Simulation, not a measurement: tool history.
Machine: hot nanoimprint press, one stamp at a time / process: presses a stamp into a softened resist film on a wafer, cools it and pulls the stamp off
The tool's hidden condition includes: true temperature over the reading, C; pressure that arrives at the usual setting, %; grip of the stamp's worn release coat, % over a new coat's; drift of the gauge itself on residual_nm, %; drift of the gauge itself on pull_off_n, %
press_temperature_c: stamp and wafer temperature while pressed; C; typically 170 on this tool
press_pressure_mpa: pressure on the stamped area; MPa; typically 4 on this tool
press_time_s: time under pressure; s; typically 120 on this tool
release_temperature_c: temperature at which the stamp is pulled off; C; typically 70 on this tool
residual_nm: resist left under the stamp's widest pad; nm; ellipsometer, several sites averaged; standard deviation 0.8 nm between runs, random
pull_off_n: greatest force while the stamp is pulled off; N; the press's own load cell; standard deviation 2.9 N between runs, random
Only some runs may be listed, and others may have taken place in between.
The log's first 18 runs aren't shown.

run	hour	press_temperature_c	press_pressure_mpa	press_time_s	release_temperature_c	hours of work since the thermocouple was calibrated	imprints on the stamp's release coat	hours of work since the press's seals were changed	residual_nm	pull_off_n
# hour 1169.8: plate thermocouple calibrated
# hour 1184: stamp cleaned and given a new release coat
19	1198.4	163	5.3	120	70	17	41	118	186.2	138
20	1258.7	163	5.3	120	70	61	216	162	188.8	144
21	1327.7	163	5.3	120	70	112	415	213	190.3	149
22	1373.9	170	4	92	73	146	549	247	178	147
23	1462.9	170	4	101	70	211	806	312	175.2	168
24	1544.3	170	5.63	120	70	271	1042	372	145.6	176
25	1600.5	172	2.89	123	57	313	1205	414	171.2	219
26	1666.6	179	4	120	72	361	1396	462	118.4	189
# hour 1690: plate thermocouple calibrated
27	1724.8	179	4	120	72	26	1556	503	113.9	188
# hour 1767.3: stamp cleaned and given a new release coat
28	1816.6	179	4	120	72	89	143	566	113.8	140
29	1903	170	3.46	220	62	152	393	630	138.8	167
30	1964.6	180	3.73	220	59	198	571	675	89.1	183

Alternative continuations, all from the tool just after run 30; predict every row:
A	2044.4	165	2.53	218	70	256	802	734	?	?
B	2044.4	170	5.95	68	59	256	802	734	?	?
C	2044.4	170	4	107	72	256	802	734	?	?

run	residual_nm	pull_off_n
A	191.9	163
B	178	188
C	174.4	161
Stripped of hidden state, with their random variation kept, the same runs would have yielded:
run	residual_nm	pull_off_n
A	184.2	131
B	167.9	151
C	165.9	130

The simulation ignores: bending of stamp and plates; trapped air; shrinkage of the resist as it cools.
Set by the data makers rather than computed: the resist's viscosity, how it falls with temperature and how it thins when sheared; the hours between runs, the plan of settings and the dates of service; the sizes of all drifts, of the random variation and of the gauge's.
